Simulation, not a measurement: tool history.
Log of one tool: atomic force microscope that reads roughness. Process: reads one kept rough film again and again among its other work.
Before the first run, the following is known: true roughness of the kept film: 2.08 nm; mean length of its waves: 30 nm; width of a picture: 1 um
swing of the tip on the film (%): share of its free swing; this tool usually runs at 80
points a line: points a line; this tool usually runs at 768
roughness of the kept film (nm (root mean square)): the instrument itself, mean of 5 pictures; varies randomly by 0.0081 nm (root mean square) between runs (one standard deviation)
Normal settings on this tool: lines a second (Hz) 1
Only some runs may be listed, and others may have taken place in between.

| run | hour | lines a second (Hz) | swing of the tip on the film (%) | points a line | roughness of the kept film (nm (root mean square)) |
|---|---|---|---|---|---|
| 1 | 0 | 1 | 80 | 768 | 1.76 |
| 2 | 56.5 | 1 | 80 | 768 | 1.762 |
| 3 | 90.7 | 1 | 80 | 836 | 1.751 |
|  | 132.8 | new tip fitted |
| 4 | 147 | 1 | 80 | 836 | 1.765 |
| 5 | 192.9 | 1 | 80 | 717 | 1.772 |
| 6 | 228.7 | 1.96 | 80 | 768 | 1.608 |
| 7 | 266.5 | 1.96 | 80 | 768 | 1.606 |
| 8 | 302.5 | 1.96 | 80 | 768 | 1.619 |
| 9 | 344.4 | 3.04 | 80 | 768 | 1.463 |

What will run 10 give?
| 10 | 393.1 | 0.88 | 80 | 768 | ? |

roughness of the kept film (nm (root mean square)): 1.77
On a tool with no hidden condition, and with the same random variation, this run would have come out at roughness of the kept film (nm (root mean square)) 1.777.

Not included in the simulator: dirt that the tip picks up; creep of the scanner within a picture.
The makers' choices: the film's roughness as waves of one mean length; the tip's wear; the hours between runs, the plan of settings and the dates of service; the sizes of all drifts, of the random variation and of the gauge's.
